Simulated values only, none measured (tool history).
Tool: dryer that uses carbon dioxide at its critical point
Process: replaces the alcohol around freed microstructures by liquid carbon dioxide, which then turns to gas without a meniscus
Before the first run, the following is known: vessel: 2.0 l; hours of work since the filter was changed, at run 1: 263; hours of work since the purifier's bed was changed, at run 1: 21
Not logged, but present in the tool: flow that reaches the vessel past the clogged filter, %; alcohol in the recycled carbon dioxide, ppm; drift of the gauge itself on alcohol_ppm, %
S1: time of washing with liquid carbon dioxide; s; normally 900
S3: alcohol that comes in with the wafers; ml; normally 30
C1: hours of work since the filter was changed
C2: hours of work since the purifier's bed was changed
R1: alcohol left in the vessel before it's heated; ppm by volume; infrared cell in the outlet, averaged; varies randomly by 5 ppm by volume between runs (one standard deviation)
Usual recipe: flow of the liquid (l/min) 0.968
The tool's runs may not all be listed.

{"run": 1, "hour": 0.0, "S1": 900, "flow of the liquid (l/min)": 0.968, "S3": 30, "C1": 263, "C2": 21, "R1": 39}
{"run": 2, "hour": 11.5, "S1": 900, "flow of the liquid (l/min)": 0.968, "S3": 106, "C1": 271, "C2": 29, "R1": 132}
{"run": 3, "hour": 20.9, "S1": 900, "flow of the liquid (l/min)": 0.968, "S3": 106, "C1": 278, "C2": 36, "R1": 121}
{"run": 4, "hour": 39.0, "S1": 900, "flow of the liquid (l/min)": 0.968, "S3": 106, "C1": 291, "C2": 49, "R1": 119}
{"run": 5, "hour": 55.7, "S1": 900, "flow of the liquid (l/min)": 0.968, "S3": 106, "C1": 303, "C2": 61, "R1": 126}
{"run": 6, "hour": 68.0, "S1": 900, "flow of the liquid (l/min)": 0.968, "S3": 30, "C1": 311, "C2": 69, "R1": 50}
{"run": 7, "hour": 80.6, "S1": 1080, "flow of the liquid (l/min)": 0.968, "S3": 30, "C1": 320, "C2": 78, "R1": 24}
{"run": 8, "hour": 94.3, "S1": 1080, "flow of the liquid (l/min)": 0.968, "S3": 30, "C1": 330, "C2": 88, "R1": 26}
{"run": 9, "hour": 108.7, "S1": 1080, "flow of the liquid (l/min)": 0.968, "S3": 30, "C1": 340, "C2": 98, "R1": 21}
{"run": 10, "hour": 127.8, "S1": 1080, "flow of the liquid (l/min)": 0.968, "S3": 76, "C1": 354, "C2": 112, "R1": 45}
{"run": 11, "hour": 146.8, "S1": 1080, "flow of the liquid (l/min)": 0.693, "S3": 52, "C1": 367, "C2": 125, "R1": 175}
{"run": 12, "hour": 160.2, "S1": 660, "flow of the liquid (l/min)": 0.693, "S3": 81, "C1": 377, "C2": 135, "R1": 1816}
{"run": 13, "hour": 176.0, "S1": 660, "flow of the liquid (l/min)": 0.693, "S3": 81, "C1": 388, "C2": 146, "R1": 1864}
{"run": 14, "hour": 190.5, "S1": 1140, "flow of the liquid (l/min)": 0.6, "S3": 115, "C1": 398, "C2": 156, "R1": 574}
{"run": 15, "hour": 207.6, "S1": 960, "flow of the liquid (l/min)": 1.483, "S3": 36, "C1": 410, "C2": 168, "R1": 30}
{"run": 16, "hour": 223.5, "S1": 960, "flow of the liquid (l/min)": 1.483, "S3": 106, "C1": 421, "C2": 179, "R1": 24}
{"run": 17, "hour": 238.5, "S1": 960, "flow of the liquid (l/min)": 1.483, "S3": 106, "C1": 432, "C2": 190, "R1": 32}

Consider 3 possible next runs. They are alternatives, not a sequence: every one starts from the tool as it was left by run 17. What does each give?
{"hour": 244.4, "done": "inlet filter changed"}
{"run": "A", "hour": 250.3, "S1": 1020, "flow of the liquid (l/min)": 0.586, "S3": 111, "C1": 4, "C2": 198, "R1": "?"}
{"hour": 244.4, "done": "inlet filter changed"}
{"run": "B", "hour": 250.3, "S1": 600, "flow of the liquid (l/min)": 0.903, "S3": 34, "C1": 4, "C2": 198, "R1": "?"}
{"hour": 244.4, "done": "inlet filter changed"}
{"run": "C", "hour": 250.3, "S1": 960, "flow of the liquid (l/min)": 1.606, "S3": 74, "C1": 4, "C2": 198, "R1": "?"}

run=A R1=584
run=B R1=279
run=C R1=26
What these runs would have given with no unlogged condition in the tool:
run=A R1=557
run=B R1=257
run=C R1=7
